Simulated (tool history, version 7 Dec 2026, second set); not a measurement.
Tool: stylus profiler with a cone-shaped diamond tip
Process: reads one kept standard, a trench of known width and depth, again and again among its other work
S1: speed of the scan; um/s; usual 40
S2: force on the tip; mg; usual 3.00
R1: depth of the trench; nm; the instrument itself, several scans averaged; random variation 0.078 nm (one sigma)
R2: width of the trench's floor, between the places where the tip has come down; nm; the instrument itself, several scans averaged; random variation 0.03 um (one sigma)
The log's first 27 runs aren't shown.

| run | hour | S1 | S2 | R1 | R2 |
|---|---|---|---|---|---|
| 28 | 530.8 | 10 | 7.08 | 515.16 | 23440 |
| 29 | 550.0 | 50 | 4.58 | 511.67 | 23340 |
| 30 | 562.7 | 50 | 4.58 | 511.64 | 23250 |
| 31 | 577.5 | 50 | 4.58 | 511.59 | 23240 |
| 32 | 595.8 | 72 | 4.22 | 511.18 | 23170 |
| 33 | 615.0 | 97 | 1.53 | 506.24 | 22910 |
| 34 | 639.6 | 145 | 1.88 | 506.99 | 22760 |
| 35 | 659.4 | 84 | 1.81 | 506.73 | 22960 |
| 36 | 687.8 | 87 | 2.30 | 507.88 | 22910 |
| 37 | 713.3 | 21 | 8.26 | 516.94 | 23090 |
| 38 | 737.3 | 21 | 8.26 | 517.00 | 23040 |
| 39 | 749.6 | 13 | 4.45 | 511.65 | 22970 |
| 40 | 776.5 | 63 | 6.86 | 515.09 | 22910 |
| 41 | 796.3 | 16 | 3.00 | 509.21 | 22890 |
| 42 | 821.1 | 16 | 3.00 | 509.34 | 22960 |
| 43 | 849.6 | 22 | 2.10 | 507.57 | 22800 |
| 44 | 867.5 | 43 | 5.30 | 513.04 | 22790 |
| 45 | 882.4 | 98 | 3.00 | 509.15 | 22610 |
| 46 | 896.1 | 49 | 2.77 | 508.96 | 22650 |

3 ways to go on from here, each from the tool as it stands after run 46. What would each give?
| A | 923.9 | 40 | 5.64 | ? | ? |
| B | 923.9 | 83 | 2.77 | ? | ? |
| C | 923.9 | 55 | 8.81 | ? | ? |

| run | R1 | R2 |
|---|---|---|
| A | 513.70 | 22660 |
| B | 508.91 | 22540 |
| C | 517.83 | 22640 |
Without the tool's hidden state the same runs would have given:
| run | R1 | R2 |
|---|---|---|
| A | 512.20 | 25560 |
| B | 507.42 | 25430 |
| C | 516.32 | 25530 |

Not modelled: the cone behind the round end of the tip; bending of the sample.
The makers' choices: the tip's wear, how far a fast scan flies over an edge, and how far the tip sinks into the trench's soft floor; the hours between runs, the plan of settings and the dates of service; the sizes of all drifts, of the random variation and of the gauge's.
